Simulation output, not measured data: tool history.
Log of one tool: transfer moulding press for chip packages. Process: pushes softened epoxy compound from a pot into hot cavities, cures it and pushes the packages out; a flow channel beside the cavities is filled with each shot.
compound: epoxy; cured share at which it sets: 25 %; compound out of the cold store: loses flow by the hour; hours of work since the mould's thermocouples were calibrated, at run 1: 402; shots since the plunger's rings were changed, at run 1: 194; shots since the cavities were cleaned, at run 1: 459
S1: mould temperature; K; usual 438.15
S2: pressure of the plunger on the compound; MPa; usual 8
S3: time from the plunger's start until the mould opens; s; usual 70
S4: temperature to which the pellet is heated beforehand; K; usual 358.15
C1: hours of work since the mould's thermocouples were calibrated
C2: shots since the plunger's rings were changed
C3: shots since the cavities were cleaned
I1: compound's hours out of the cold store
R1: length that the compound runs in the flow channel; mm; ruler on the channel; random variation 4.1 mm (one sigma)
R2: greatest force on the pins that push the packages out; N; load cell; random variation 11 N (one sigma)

run   hour      S1    S2  S3      S4   C1    C2   C3    I1   R1    R2
  1      0  438.15     8  70  358.15  402   194  459  21.3  610   842
       6.6  -- cavities cleaned with cleaning compound and waxed
  2   22.6  438.15     8  70  356.15  417   587  298    20  608   763
      37.4  -- cavities cleaned with cleaning compound and waxed
  3     52  438.15     8  70  348.15  438  1107  272  37.2  578   746
        68  -- cavities cleaned with cleaning compound and waxed
  4   85.8  438.15     8  70  348.15  462  1711  332  11.4  606   817
      99.3  -- cavities cleaned with cleaning compound and waxed
  5    109  438.15     8  70  348.15  478  2117  183  13.6  604   736
     130.6  -- cavities cleaned with cleaning compound and waxed
  6  130.9  438.15     8  70  352.15  493  2496    6  18.5  612   574
  7  145.9  438.15     8  70  352.15  504  2777  287  15.3  605   779
     162.6  -- cavities cleaned with cleaning compound and waxed
  8  174.7  438.15     8  70  352.15  524  3285  225  41.6  561   707
     193.3  -- cavities cleaned with cleaning compound and waxed
  9  204.2  438.15  8.76  70  352.15  545  3807  203  33.4  588   711
       209  -- plunger's sealing rings changed
     226.8  -- cavities cleaned with cleaning compound and waxed
 10  231.8  438.15  6.27  70  358.15  562   397   94  16.5  544   651
     243.4  -- mould's thermocouples calibrated
 11  256.2  438.15     8  70  358.15    9   815  512    23  596   814
     259.4  -- cavities cleaned with cleaning compound and waxed
 12  271.5  438.15     8  70  358.15   20  1072  225  38.3  578   641
     290.4  -- cavities cleaned with cleaning compound and waxed
 13  292.3  438.15     8  70  358.15   34  1433   37  36.8  569   528
 14  318.3  438.15     8  89  353.15   53  1917  521  41.4  564   610
       322  -- cavities cleaned with cleaning compound and waxed
 15  334.9  438.15     8  63  353.15   64  2199  241  15.4  605   909
     352.5  -- cavities cleaned with cleaning compound and waxed
 16  361.6  430.15  6.24  70  358.15   83  2669  169  33.8  519  1167
 17    381  438.15     8  70  355.15   97  3031  531  32.2  575   825
     384.7  -- cavities cleaned with cleaning compound and waxed
 18  397.8  436.15  8.77  70  355.15  108  3317  245   8.3  646   804
 19  411.9  432.15  6.79  62  364.15  119  3579  507  22.8  553  1639
     416.1  -- cavities cleaned with cleaning compound and waxed
     430.5  -- plunger's sealing rings changed
 20  431.9  432.15  6.79  62  364.15  131    25  247  24.5  576  1375
     451.5  -- cavities cleaned with cleaning compound and waxed
 21  452.4  432.15  8.41  62  364.15  145   380   17  27.9  633  1062
 22  474.6  432.15  8.41  62  364.15  161   794  431   9.4  659  1650
     482.6  -- cavities cleaned with cleaning compound and waxed
 23  504.9  432.15  8.41  62  364.15  182  1331  416  41.3  603  1562
     512.7  -- cavities cleaned with cleaning compound and waxed
 24  533.6  435.15  6.35  70  361.15  202  1839  389  42.3  510   954
     543.8  -- cavities cleaned with cleaning compound and waxed
 25  553.5  435.15  6.73  70  364.15  216  2183  182  30.3  537   801
 26  568.4  435.15   8.2  81  364.15  227  2460  459  11.7  625   733

Forecast each of these 5 alternatives for the next run:
     574.3  -- cavities cleaned with cleaning compound and waxed
  A  589.4  437.15   8.2  67  359.15  241  2824  281  37.4   ?   ?
     574.3  -- cavities cleaned with cleaning compound and waxed
  B  589.4  445.15  6.82  81  364.15  241  2824  281  35.2   ?   ?
     574.3  -- cavities cleaned with cleaning compound and waxed
  C  589.4  437.15     8  70  358.15  241  2824  281  44.9   ?   ?
     574.3  -- cavities cleaned with cleaning compound and waxed
  D  589.4  435.15   8.2  81  365.15  241  2824  281    14   ?   ?
     574.3  -- cavities cleaned with cleaning compound and waxed
  E  589.4  435.15  7.82  86  350.15  241  2824  281    20   ?   ?

run   R1   R2
  A  573  861
  B  511  533
  C  557  730
  D  618  664
  E  596  613
Without the tool's hidden state the same runs would have given:
run   R1   R2
  A  590  607
  B  526  383
  C  574  514
  D  637  471
  E  614  434
